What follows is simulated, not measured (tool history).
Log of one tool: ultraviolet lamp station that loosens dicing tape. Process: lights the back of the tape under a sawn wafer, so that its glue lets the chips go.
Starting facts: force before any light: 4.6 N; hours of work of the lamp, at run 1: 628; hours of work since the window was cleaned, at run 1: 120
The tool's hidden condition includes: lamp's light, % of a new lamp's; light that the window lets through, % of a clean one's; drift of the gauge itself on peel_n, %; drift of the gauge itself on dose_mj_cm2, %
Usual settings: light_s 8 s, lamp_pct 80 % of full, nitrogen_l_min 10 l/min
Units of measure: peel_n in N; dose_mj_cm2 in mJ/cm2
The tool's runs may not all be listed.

run	day	light_s	lamp_pct	nitrogen_l_min	hours of work of the lamp	hours of work since the window was cleaned	peel_n	dose_mj_cm2
1	0	8	80	10	628	120	0.342	275
2	3.321	6	80	10	666	157	0.565	206
3	6.779	13	80	10	705	196	0.196	444
4	8.479	13	80	10	724	216	0.178	448
5	10.833	8	80	12	751	242	0.306	275
6	14.558	8	80	10	793	284	0.35	275
7	17.967	8	80	10	831	323	0.348	277
# day 21.883: lamp changed
8	21.954	8	80	10	1	367	0.358	276
9	23.788	9	80	10	21	388	0.289	309
10	27.546	5	80	10	64	430	0.776	171
11	29.792	5	80	10	89	455	0.763	173
12	32.908	5	80	10	124	491	0.772	173
13	35.442	5	80	10	153	519	0.775	172
14	37.125	5	80	10	172	538	0.782	171
# day 39.583: window cleaned of glue's vapour
15	40.729	8	80	10	212	13	0.343	278
16	42.575	8	70	10	233	34	0.456	241
17	45.954	5	61	10	271	72	1.151	131
18	49.062	8	66	5	306	107	0.789	228
19	51.321	9	80	10	332	132	0.273	311
20	54.938	9	80	10	372	173	0.29	311
21	58.467	12	98	3	412	213	0.318	508
22	61.4	8	85	4	445	246	0.627	292
23	65.442	8	85	4	491	292	0.602	296
24	68.671	8	85	4	527	328	0.64	291
25	72.417	10	89	9	570	370	0.228	384

Run 26 comes next. What will it give?
26	75.625	8	80	6	606	406	?	?

peel_n: 0.507 N
dose_mj_cm2: 273 mJ/cm2
With the hidden condition absent and the run-to-run variation left alone, this run would have shown peel_n 0.505 N, dose_mj_cm2 274 mJ/cm2.
